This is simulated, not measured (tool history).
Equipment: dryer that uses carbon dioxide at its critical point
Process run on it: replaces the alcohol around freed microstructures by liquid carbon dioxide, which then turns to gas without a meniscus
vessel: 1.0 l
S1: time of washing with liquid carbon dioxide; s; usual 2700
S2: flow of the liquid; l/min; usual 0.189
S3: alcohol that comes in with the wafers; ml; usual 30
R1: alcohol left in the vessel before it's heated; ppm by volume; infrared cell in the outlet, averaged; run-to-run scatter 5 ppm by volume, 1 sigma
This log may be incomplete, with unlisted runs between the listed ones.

run	hour	S1	S2	S3	R1
1	0	2700	0.189	30	62
2	37	2700	0.158	30	136
3	60.2	2700	0.158	30	131
4	93.4	2700	0.158	30	137
5	120.2	2700	0.158	30	136
6	139.6	2700	0.158	30	139
7	167.9	2700	0.158	30	158
8	190.5	2700	0.158	30	152
9	219	2700	0.158	30	150
10	254.3	2700	0.189	30	66
# hour 271.8: inlet filter changed
11	285.5	2700	0.189	30	59
12	310.9	1680	0.265	41	116
13	332	2520	0.143	27	239
14	368.8	2040	0.142	47	895
15	408.4	2040	0.24	50	101
16	431	1920	0.189	30	236
17	458.5	1920	0.189	30	240
18	479.3	2700	0.192	45	79
19	499.1	2700	0.192	45	87

A few steps of R1 between consecutive runs. Split each: what settings, incoming material and random variation would produce without the hidden state, and what is left over for the hidden state, along with gauge scatter present in only one of the two compared results (measured, and without hidden state):
Hidden state present: flow that reaches the vessel past the clogged filter, %; alcohol in the recycled carbon dioxide, ppm; drift of the gauge itself on alcohol_ppm, %.
Run 14 -> 15: S2 0.142 -> 0.24, S3 47 -> 50. R1 -794 ppm by volume: hidden state -56, all else -738.

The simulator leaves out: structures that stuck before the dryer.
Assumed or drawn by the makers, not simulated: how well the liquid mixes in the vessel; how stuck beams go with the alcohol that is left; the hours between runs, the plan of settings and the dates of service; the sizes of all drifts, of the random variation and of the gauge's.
